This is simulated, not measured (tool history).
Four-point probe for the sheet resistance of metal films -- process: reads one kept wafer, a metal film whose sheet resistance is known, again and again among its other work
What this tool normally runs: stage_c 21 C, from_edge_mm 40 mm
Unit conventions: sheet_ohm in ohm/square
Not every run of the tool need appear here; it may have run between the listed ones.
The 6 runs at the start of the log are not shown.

| run | hour | stage_c | from_edge_mm | touches since the probe head was changed | hours of work since the stage's thermometer was calibrated | sheet_ohm |
|---|---|---|---|---|---|---|
| 7 | 82.0 | 21 | 40 | 3428 | 28 | 0.897838 |
| 8 | 98.6 | 21 | 40 | 3636 | 35 | 0.897975 |
| 9 | 112.0 | 19 | 40 | 3804 | 40 | 0.898363 |
| 10 | 126.5 | 21 | 29 | 3986 | 46 | 0.897890 |
| 11 | 139.0 | 21 | 44 | 4143 | 51 | 0.897462 |
| 12 | 158.1 | 21 | 44 | 4384 | 59 | 0.897333 |
| 13 | 172.8 | 21 | 44 | 4568 | 65 | 0.897569 |
| 14 | 186.8 | 21 | 40 | 4744 | 70 | 0.897661 |
| 15 | 200.0 | 21 | 40 | 4910 | 76 | 0.897832 |
| 16 | 208.1 | 21 | 69 | 5011 | 79 | 0.897397 |
| 17 | 218.2 | 21 | 69 | 5138 | 83 | 0.897907 |
| 18 | 231.5 | 21 | 69 | 5305 | 88 | 0.897677 |
| 19 | 242.5 | 21 | 40 | 5443 | 93 | 0.897548 |
| 20 | 253.0 | 21 | 40 | 5575 | 97 | 0.897975 |
| 21 | 262.1 | 31 | 40 | 5689 | 101 | 0.895243 |
| 22 | 273.4 | 21 | 40 | 5832 | 105 | 0.897921 |
| 23 | 290.0 | 21 | 40 | 6039 | 112 | 0.897685 |
| 24 | 305.5 | 27 | 40 | 6234 | 118 | 0.896440 |
| 25 | 313.3 | 24 | 10 | 6333 | 121 | 0.901320 |
| 26 | 326.8 | 24 | 10 | 6501 | 127 | 0.901598 |
| 27 | 345.1 | 19 | 72 | 6731 | 134 | 0.897838 |
| 28 | 357.4 | 31 | 4 | 6886 | 139 | 0.924466 |

Estimate the outcome of run 29 from the log above:
| 29 | 371.0 | 31 | 4 | 7057 | 145 | ? |

Run 29 produced sheet_ohm 0.924697 ohm/square.
With the hidden condition absent and the run-to-run variation left alone, this run would have shown sheet_ohm 0.925692 ohm/square.

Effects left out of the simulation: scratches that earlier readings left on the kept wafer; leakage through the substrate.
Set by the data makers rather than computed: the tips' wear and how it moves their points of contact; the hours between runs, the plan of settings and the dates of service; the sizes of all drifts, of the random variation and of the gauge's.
